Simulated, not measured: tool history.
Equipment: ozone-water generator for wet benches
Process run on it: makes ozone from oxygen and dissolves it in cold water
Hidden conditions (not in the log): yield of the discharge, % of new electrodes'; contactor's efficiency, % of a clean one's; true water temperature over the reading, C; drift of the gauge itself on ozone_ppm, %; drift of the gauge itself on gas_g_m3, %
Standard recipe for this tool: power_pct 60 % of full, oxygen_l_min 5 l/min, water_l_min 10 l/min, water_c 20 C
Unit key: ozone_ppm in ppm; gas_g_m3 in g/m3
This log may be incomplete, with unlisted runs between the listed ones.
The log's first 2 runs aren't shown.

| run | hour | power_pct | oxygen_l_min | water_l_min | water_c | hours of work since the electrodes were changed | hours of work since the contactor was cleaned | hours of work since the thermometer was calibrated | ozone_ppm | gas_g_m3 |
|---|---|---|---|---|---|---|---|---|---|---|
| 3 | 188.1 | 95 | 5 | 10 | 20 | 1237 | 2118 | 4379 | 42.3 | 308.9 |
| 4 | 254.6 | 60 | 5 | 10 | 19 | 1292 | 2173 | 4434 | 28.5 | 203.3 |
| 5 | 308.6 | 60 | 5 | 10 | 15 | 1337 | 2218 | 4479 | 30.5 | 201.6 |
| 6 | 363.9 | 60 | 5 | 10 | 15 | 1382 | 2263 | 4525 | 30.6 | 204.4 |
| 7 | 459.6 | 60 | 5 | 10 | 18 | 1462 | 2343 | 4604 | 29.4 | 204.2 |
| 8 | 536.2 | 60 | 5 | 10 | 18 | 1525 | 2406 | 4667 | 29.3 | 203.1 |
| 9 | 619.9 | 60 | 5 | 10 | 18 | 1594 | 2475 | 4737 | 29 | 203.4 |
| 10 | 711.2 | 60 | 5 | 10 | 18 | 1670 | 2551 | 4812 | 29.3 | 204.2 |
| 11 | 810.7 | 60 | 5 | 10 | 18 | 1752 | 2633 | 4894 | 29.4 | 202.5 |
| 12 | 903.5 | 60 | 5 | 10 | 13 | 1829 | 2710 | 4971 | 31.8 | 202.2 |
| 13 | 1005.8 | 60 | 5 | 10 | 13 | 1914 | 2794 | 5056 | 32 | 204.1 |
| 14 | 1090.1 | 60 | 6.57 | 10 | 20 | 1983 | 2864 | 5126 | 26.5 | 175.1 |
|  | 1112.3 | water thermometer calibrated |
| 15 | 1173.8 | 60 | 6.57 | 10 | 25 | 2052 | 2933 | 51 | 23.5 | 177.8 |
| 16 | 1241.8 | 60 | 6.57 | 10 | 25 | 2108 | 2989 | 107 | 23.9 | 175.1 |
| 17 | 1314 | 54 | 5 | 10 | 20 | 2168 | 3049 | 167 | 25.7 | 187.8 |
| 18 | 1415.9 | 54 | 5 | 10 | 20 | 2252 | 3133 | 251 | 25.5 | 185.6 |
| 19 | 1472.8 | 54 | 5 | 10 | 20 | 2299 | 3180 | 298 | 25.2 | 183 |
| 20 | 1546.1 | 54 | 5 | 10 | 20 | 2360 | 3241 | 359 | 25.6 | 187.8 |
| 21 | 1599.1 | 85 | 6.37 | 10 | 16 | 2404 | 3285 | 403 | 39.6 | 245.6 |
| 22 | 1685.6 | 85 | 6.37 | 10 | 16 | 2476 | 3356 | 474 | 39.8 | 242.6 |
| 23 | 1749.3 | 85 | 6.37 | 10 | 16 | 2528 | 3409 | 527 | 39.5 | 242.5 |
| 24 | 1815.3 | 63 | 2.85 | 7 | 12 | 2583 | 3464 | 582 | 47 | 289.7 |

The next listed run, before its measurement:
| 25 | 1922.6 | 43 | 8.14 | 7 | 12 | 2672 | 3553 | 670 | ? | ? |

Run 25 came out at ozone_ppm 27.7 ppm, gas_g_m3 116.3 g/m3.
Take away the tool's hidden state, keep the run-to-run variation as it was, and the same run would have given ozone_ppm 27.8 ppm, gas_g_m3 116.3 g/m3.

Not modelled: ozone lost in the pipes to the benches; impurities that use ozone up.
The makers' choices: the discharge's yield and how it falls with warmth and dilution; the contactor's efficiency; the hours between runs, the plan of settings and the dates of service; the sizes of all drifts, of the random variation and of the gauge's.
